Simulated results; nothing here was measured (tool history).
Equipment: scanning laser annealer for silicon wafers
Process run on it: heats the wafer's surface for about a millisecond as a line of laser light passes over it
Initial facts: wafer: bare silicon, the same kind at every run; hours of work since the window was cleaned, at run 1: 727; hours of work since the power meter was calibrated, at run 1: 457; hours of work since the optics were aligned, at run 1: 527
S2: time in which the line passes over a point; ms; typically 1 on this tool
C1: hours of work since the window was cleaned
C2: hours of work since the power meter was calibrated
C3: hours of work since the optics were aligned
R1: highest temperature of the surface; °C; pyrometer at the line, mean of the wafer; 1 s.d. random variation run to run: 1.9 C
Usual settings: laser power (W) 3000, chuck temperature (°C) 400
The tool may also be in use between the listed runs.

run 1 hour=0 | laser_power_(W)=3000 S2=1 chuck_temperature_(°C)=400 | C1=727 C2=457 C3=527 | R1=1192
run 2 hour=15.4 | laser_power_(W)=3000 S2=1 chuck_temperature_(°C)=388 | C1=735 C2=465 C3=535 | R1=1179
run 3 hour=39.1 | laser_power_(W)=3000 S2=1 chuck_temperature_(°C)=388 | C1=747 C2=477 C3=547 | R1=1180
run 4 hour=54.3 | laser_power_(W)=3000 S2=1 chuck_temperature_(°C)=400 | C1=755 C2=485 C3=555 | R1=1185
run 5 hour=76.1 | laser_power_(W)=3000 S2=1 chuck_temperature_(°C)=400 | C1=766 C2=496 C3=567 | R1=1188
run 6 hour=94.5 | laser_power_(W)=3000 S2=1 chuck_temperature_(°C)=405 | C1=776 C2=506 C3=576 | R1=1194
run 7 hour=116.1 | laser_power_(W)=3000 S2=1 chuck_temperature_(°C)=405 | C1=787 C2=517 C3=587 | R1=1194
run 8 hour=126.8 | laser_power_(W)=3000 S2=1 chuck_temperature_(°C)=405 | C1=793 C2=523 C3=593 | R1=1191
run 9 hour=148.9 | laser_power_(W)=3000 S2=1 chuck_temperature_(°C)=400 | C1=804 C2=534 C3=604 | R1=1187
run 10 hour=166.1 | laser_power_(W)=3000 S2=1 chuck_temperature_(°C)=400 | C1=813 C2=543 C3=613 | R1=1187
run 11 hour=180 | laser_power_(W)=3000 S2=1 chuck_temperature_(°C)=400 | C1=820 C2=550 C3=620 | R1=1184
run 12 hour=204.1 | laser_power_(W)=3000 S2=1 chuck_temperature_(°C)=400 | C1=833 C2=563 C3=633 | R1=1183
run 13 hour=227.1 | laser_power_(W)=3000 S2=1 chuck_temperature_(°C)=400 | C1=845 C2=575 C3=645 | R1=1185

For run 14, what comes out?
run 14 hour=242.6 | laser_power_(W)=3032 S2=0.93 chuck_temperature_(°C)=420 | C1=853 C2=583 C3=653 | R1=?

{"run 14": {"R1": 1186}}
Minus the tool's unlogged condition, the same run would have read R1 1229 °C.
